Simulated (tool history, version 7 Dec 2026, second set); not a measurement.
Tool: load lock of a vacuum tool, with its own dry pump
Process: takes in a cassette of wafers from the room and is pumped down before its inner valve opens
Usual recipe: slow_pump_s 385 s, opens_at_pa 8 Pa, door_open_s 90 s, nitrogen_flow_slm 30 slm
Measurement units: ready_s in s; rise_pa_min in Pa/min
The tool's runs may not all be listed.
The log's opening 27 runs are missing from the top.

| run | day | slow_pump_s | opens_at_pa | door_open_s | nitrogen_flow_slm | incoming humidity of the room's air, % | ready_s | rise_pa_min |
|---|---|---|---|---|---|---|---|---|
| 28 | 115.604 | 452 | 8 | 42 | 7 | 41.1 | 612.8 | 0.074 |
| 29 | 120.867 | 385 | 8 | 30 | 13 | 45.2 | 545.3 | 0.078 |
| 30 | 126.408 | 365 | 14 | 90 | 30 | 43.0 | 522.4 | 0.077 |
| 31 | 129.975 | 385 | 8 | 55 | 31 | 43.9 | 553.5 | 0.080 |
| 32 | 134.200 | 606 | 15 | 62 | 30 | 47.2 | 724.9 | 0.070 |
| 33 | 139.600 | 606 | 15 | 62 | 30 | 43.4 | 728.6 | 0.077 |
| 34 | 143.650 | 507 | 14 | 62 | 31 | 44.5 | 644.9 | 0.081 |
| 35 | 147.262 | 507 | 14 | 62 | 31 | 41.9 | 639.5 | 0.075 |
| 36 | 152.671 | 652 | 14 | 165 | 19 | 45.9 | 769.1 | 0.093 |
| 37 | 155.975 | 207 | 15 | 56 | 7 | 43.8 | 382.3 | 0.091 |

Forecast each of these 4 alternatives for the next run:
| A | 161.262 | 365 | 8 | 90 | 9 | 43.4 | ? | ? |
| B | 161.262 | 207 | 15 | 209 | 7 | 46.9 | ? | ? |
| C | 161.262 | 207 | 15 | 51 | 22 | 46.8 | ? | ? |
| D | 161.262 | 442 | 13 | 90 | 31 | 45.4 | ? | ? |

| run | ready_s | rise_pa_min |
|---|---|---|
| A | 534.0 | 0.095 |
| B | 379.7 | 0.129 |
| C | 377.3 | 0.083 |
| D | 591.4 | 0.086 |
Without the tool's unlogged condition, the same runs would have read:
| run | ready_s | rise_pa_min |
|---|---|---|
| A | 518.0 | 0.024 |
| B | 363.3 | 0.058 |
| C | 361.0 | 0.011 |
| D | 577.5 | 0.015 |
